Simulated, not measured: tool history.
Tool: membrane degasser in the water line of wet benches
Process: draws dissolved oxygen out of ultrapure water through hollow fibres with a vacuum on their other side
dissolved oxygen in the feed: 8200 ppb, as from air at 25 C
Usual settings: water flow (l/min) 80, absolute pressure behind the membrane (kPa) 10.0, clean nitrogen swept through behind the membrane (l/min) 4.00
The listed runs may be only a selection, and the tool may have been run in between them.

| run | hour | water flow (l/min) | absolute pressure behind the membrane (kPa) | clean nitrogen swept through behind the membrane (l/min) | dissolved oxygen in the water behind the degasser (ppb) | pressure that the water loses in the fibres (kPa) |
|---|---|---|---|---|---|---|
| 1 | 0.0 | 80 | 10.0 | 4.00 | 494.1 | 47.27 |
| 2 | 135.6 | 80 | 10.0 | 4.65 | 457.1 | 46.83 |
| 3 | 251.9 | 80 | 6.8 | 4.00 | 355.8 | 47.35 |
| 4 | 344.5 | 80 | 6.8 | 4.00 | 362.2 | 47.31 |
| 5 | 503.6 | 80 | 6.8 | 5.81 | 317.7 | 46.96 |
| 6 | 581.9 | 80 | 6.8 | 5.81 | 314.0 | 47.26 |
| 7 | 735.8 | 80 | 10.0 | 4.00 | 484.0 | 47.08 |
| 8 | 836.0 | 80 | 10.0 | 4.00 | 479.1 | 46.92 |
| 9 | 941.9 | 80 | 10.0 | 4.00 | 480.8 | 47.01 |
| 10 | 1069.0 | 80 | 10.0 | 4.00 | 484.7 | 46.99 |
| 11 | 1187.3 | 80 | 10.0 | 4.00 | 488.6 | 47.07 |
| 12 | 1329.4 | 80 | 10.0 | 4.00 | 485.7 | 47.10 |
| 13 | 1438.5 | 80 | 10.0 | 4.00 | 477.8 | 47.36 |
| 14 | 1533.9 | 57 | 10.0 | 4.00 | 304.8 | 33.48 |
| 15 | 1623.2 | 57 | 10.0 | 4.00 | 302.3 | 33.46 |
| 16 | 1771.3 | 57 | 10.0 | 4.00 | 304.6 | 33.42 |
| 17 | 1857.2 | 57 | 10.0 | 4.00 | 305.3 | 33.61 |
| 18 | 1935.6 | 57 | 10.0 | 4.00 | 310.2 | 33.65 |
| 19 | 2094.9 | 83 | 10.0 | 3.72 | 533.0 | 48.63 |
| 20 | 2244.7 | 83 | 10.0 | 3.72 | 531.0 | 49.27 |
| 21 | 2310.8 | 80 | 10.0 | 9.64 | 337.9 | 47.11 |
| 22 | 2439.0 | 103 | 10.0 | 7.09 | 543.9 | 60.60 |
| 23 | 2584.2 | 88 | 10.0 | 3.47 | 598.0 | 51.96 |
| 24 | 2714.9 | 61 | 10.0 | 9.59 | 214.1 | 35.80 |
| 25 | 2861.3 | 61 | 9.9 | 9.59 | 210.4 | 35.88 |
| 26 | 2959.3 | 63 | 6.7 | 4.00 | 240.9 | 36.80 |
| 27 | 3115.4 | 63 | 6.7 | 4.00 | 241.3 | 37.26 |
| 28 | 3188.0 | 113 | 16.5 | 6.02 | 883.5 | 66.58 |
| 29 | 3256.4 | 86 | 10.7 | 2.80 | 677.3 | 51.04 |
| 30 | 3368.7 | 86 | 10.7 | 2.80 | 672.1 | 50.56 |
| 31 | 3486.6 | 120 | 10.0 | 4.28 | 796.1 | 70.73 |
| 32 | 3554.0 | 120 | 10.0 | 4.28 | 796.9 | 70.54 |
| 33 | 3711.6 | 120 | 10.0 | 4.28 | 793.2 | 70.59 |

Between the runs listed above, the log contained 1 entry, not reproduced here. Where in the sequence does each belong, and how does what the log doesn't record of the tool's condition differ from the listed run before to the listed run after?
Run 6 -> run 7: vacuum gauge calibrated (hour 726.8)
  no hidden state differs between the two runs
